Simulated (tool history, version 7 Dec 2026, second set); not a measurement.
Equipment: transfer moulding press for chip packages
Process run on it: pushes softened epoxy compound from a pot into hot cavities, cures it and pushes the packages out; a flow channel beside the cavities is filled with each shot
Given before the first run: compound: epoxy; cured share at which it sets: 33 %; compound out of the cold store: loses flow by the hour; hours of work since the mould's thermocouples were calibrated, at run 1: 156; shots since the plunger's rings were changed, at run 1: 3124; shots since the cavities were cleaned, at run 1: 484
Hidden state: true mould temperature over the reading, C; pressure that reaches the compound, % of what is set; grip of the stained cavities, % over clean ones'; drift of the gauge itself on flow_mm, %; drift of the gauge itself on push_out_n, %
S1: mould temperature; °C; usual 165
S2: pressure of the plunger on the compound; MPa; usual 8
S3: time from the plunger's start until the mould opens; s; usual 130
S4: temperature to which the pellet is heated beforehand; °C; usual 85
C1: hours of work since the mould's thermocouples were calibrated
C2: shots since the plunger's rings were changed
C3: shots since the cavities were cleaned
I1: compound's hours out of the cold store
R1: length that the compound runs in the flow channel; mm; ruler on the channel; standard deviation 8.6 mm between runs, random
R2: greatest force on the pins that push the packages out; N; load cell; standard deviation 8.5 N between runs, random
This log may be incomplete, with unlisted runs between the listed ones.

run,hour,S1,S2,S3,S4,C1,C2,C3,I1,R1,R2
1,0,165,8,130,85,156,3124,484,18.1,945,639
2,45.4,165,8,114,85,179,3458,818,27.3,907,820
# hour 79.6: cavities cleaned with cleaning compound and waxed
3,90.5,165,8,114,85,201,3779,80,38.7,847,510
4,126.9,165,8,114,85,220,4047,348,31.6,881,626
5,161.4,165,8,114,85,238,4301,602,9.8,955,759
6,195.3,165,6.91,130,85,255,4551,852,22.4,848,700
# hour 224.3: cavities cleaned with cleaning compound and waxed
7,232.9,165,6.91,111,85,274,4816,62,28.1,819,483
8,269.3,165,6.91,111,85,292,5085,331,44.8,762,617
9,299.6,165,8,130,85,308,5308,554,17.6,915,605
10,329.6,165,8,130,85,323,5528,774,21.1,899,669
11,351.2,165,8,130,85,334,5688,934,14.6,920,711
# hour 368.7: cavities cleaned with cleaning compound and waxed
12,372,165,8,169,85,344,5830,25,31.4,841,365
13,412.2,165,8,169,85,365,6126,321,30.4,853,489
# hour 436.5: plunger's sealing rings changed
14,450,165,8,130,85,383,99,580,21.7,996,632
15,476.2,165,8,130,85,396,292,773,22.2,982,684
16,503.1,165,8,118,85,410,490,971,38.3,924,767
# hour 515.5: cavities cleaned with cleaning compound and waxed
17,547.2,165,9.41,117,85,432,804,233,44.9,973,557
18,589.3,165,9.41,117,85,454,1114,543,24.3,1041,675
19,632.3,166,7.93,148,90,476,1430,859,9,1008,652
# hour 659.3: cavities cleaned with cleaning compound and waxed
20,666.2,166,9.35,148,90,492,1669,51,19.3,1034,376
21,688,166,9.35,148,90,503,1829,211,14.1,1073,462
# hour 696.2: mould's thermocouples calibrated
22,710.5,166,9.35,148,90,7,1980,362,29.5,1001,523
23,749.5,159,8.24,163,80,27,2268,650,28.6,950,630
24,777,160,8,131,90,41,2470,852,14.4,1000,828
25,798.5,160,8,131,90,52,2628,1010,47.2,855,818
# hour 805.5: cavities cleaned with cleaning compound and waxed
26,840.3,165,8,169,82,73,2925,257,46.6,863,470
27,864.5,165,8,122,79,86,3103,435,19.1,952,610
28,896.4,160,6.42,134,80,102,3338,670,37.3,792,762

Run by run, hidden condition taken away, random variation retained:
run,R1,R2
1,1003,385
2,968,436
3,910,450
4,952,426
5,1037,444
6,925,373
7,898,442
8,840,429
9,1014,366
10,1000,371
11,1028,371
12,942,346
13,961,338
14,1000,376
15,989,377
16,934,400
17,989,414
18,1065,413
19,1037,344
20,1068,342
21,1111,352
22,1039,351
23,991,364
24,1046,444
25,897,418
26,911,343
27,1009,394
28,842,440
